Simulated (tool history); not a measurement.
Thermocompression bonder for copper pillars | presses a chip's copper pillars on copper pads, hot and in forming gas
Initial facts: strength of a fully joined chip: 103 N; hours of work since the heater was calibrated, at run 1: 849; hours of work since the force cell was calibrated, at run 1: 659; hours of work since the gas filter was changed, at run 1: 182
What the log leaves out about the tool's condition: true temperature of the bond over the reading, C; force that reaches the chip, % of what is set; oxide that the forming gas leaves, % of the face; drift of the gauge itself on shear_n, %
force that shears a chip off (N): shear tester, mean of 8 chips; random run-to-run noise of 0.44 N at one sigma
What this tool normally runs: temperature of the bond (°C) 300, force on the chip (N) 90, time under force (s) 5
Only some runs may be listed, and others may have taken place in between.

| run | hour | temperature of the bond (°C) | force on the chip (N) | time under force (s) | hours of work since the heater was calibrated | hours of work since the force cell was calibrated | hours of work since the gas filter was changed | force that shears a chip off (N) |
|---|---|---|---|---|---|---|---|---|
| 1 | 0.0 | 300 | 90 | 5 | 849 | 659 | 182 | 49.4 |
| 2 | 55.9 | 300 | 90 | 5 | 891 | 701 | 223 | 49.8 |
| 3 | 98.1 | 300 | 90 | 5 | 923 | 733 | 255 | 50.3 |
| 4 | 148.9 | 300 | 90 | 5 | 961 | 771 | 293 | 49.6 |
|  | 185.6 | forming gas filter changed |
| 5 | 214.9 | 300 | 90 | 5 | 1010 | 820 | 22 | 51.2 |
|  | 279.3 | heater calibrated with a thermocouple chip |
| 6 | 305.1 | 300 | 90 | 5 | 19 | 886 | 88 | 45.9 |
| 7 | 344.1 | 300 | 90 | 7 | 49 | 915 | 117 | 51.2 |
| 8 | 408.1 | 300 | 90 | 6 | 96 | 963 | 165 | 48.9 |
| 9 | 481.5 | 300 | 90 | 6 | 151 | 1018 | 220 | 48.6 |
| 10 | 536.1 | 300 | 90 | 5 | 192 | 1059 | 261 | 45.0 |
|  | 612.2 | forming gas filter changed |
| 11 | 622.7 | 300 | 64 | 5 | 257 | 1123 | 8 | 37.7 |
| 12 | 680.1 | 300 | 64 | 5 | 300 | 1166 | 51 | 37.6 |
| 13 | 774.6 | 300 | 64 | 5 | 371 | 1237 | 122 | 36.8 |
| 14 | 826.6 | 300 | 90 | 5 | 409 | 1276 | 160 | 46.0 |
|  | 875.0 | force cell calibrated |
| 15 | 921.1 | 300 | 90 | 5 | 479 | 35 | 230 | 48.7 |
| 16 | 959.8 | 300 | 90 | 5 | 508 | 64 | 259 | 48.4 |
|  | 1037.0 | forming gas filter changed |
| 17 | 1051.3 | 300 | 90 | 5 | 576 | 132 | 11 | 50.5 |
| 18 | 1139.9 | 300 | 90 | 5 | 642 | 198 | 77 | 50.4 |
| 19 | 1187.2 | 300 | 90 | 5 | 678 | 233 | 112 | 50.0 |
| 20 | 1257.6 | 272 | 90 | 5 | 731 | 286 | 165 | 33.0 |
| 21 | 1337.6 | 294 | 108 | 9 | 791 | 346 | 225 | 61.3 |
| 22 | 1381.1 | 294 | 108 | 9 | 823 | 379 | 258 | 61.0 |
| 23 | 1434.4 | 271 | 90 | 5 | 863 | 419 | 298 | 31.2 |
|  | 1460.4 | forming gas filter changed |
| 24 | 1516.8 | 308 | 131 | 9 | 924 | 480 | 42 | 79.6 |
| 25 | 1563.2 | 300 | 85 | 8 | 959 | 515 | 77 | 57.5 |
| 26 | 1615.7 | 317 | 90 | 10 | 998 | 554 | 116 | 74.6 |
|  | 1690.7 | heater calibrated with a thermocouple chip |
| 27 | 1690.7 | 317 | 90 | 10 | 0 | 608 | 171 | 71.9 |
| 28 | 1756.7 | 317 | 90 | 10 | 49 | 658 | 220 | 70.7 |
| 29 | 1849.6 | 317 | 76 | 4 | 119 | 728 | 290 | 48.8 |
|  | 1885.1 | forming gas filter changed |
| 30 | 1890.2 | 317 | 76 | 4 | 149 | 758 | 4 | 49.9 |
| 31 | 1933.0 | 317 | 76 | 4 | 181 | 790 | 36 | 50.7 |
| 32 | 2011.3 | 328 | 67 | 4 | 240 | 848 | 95 | 53.3 |
| 33 | 2057.5 | 328 | 67 | 4 | 274 | 883 | 129 | 52.1 |

The next listed run, before its measurement:
| 34 | 2137.6 | 328 | 67 | 3 | 334 | 943 | 189 | ? |

force that shears a chip off (N): 47.2
Take away the tool's hidden state, keep the run-to-run variation as it was, and the same run would have given force that shears a chip off (N) 48.4.
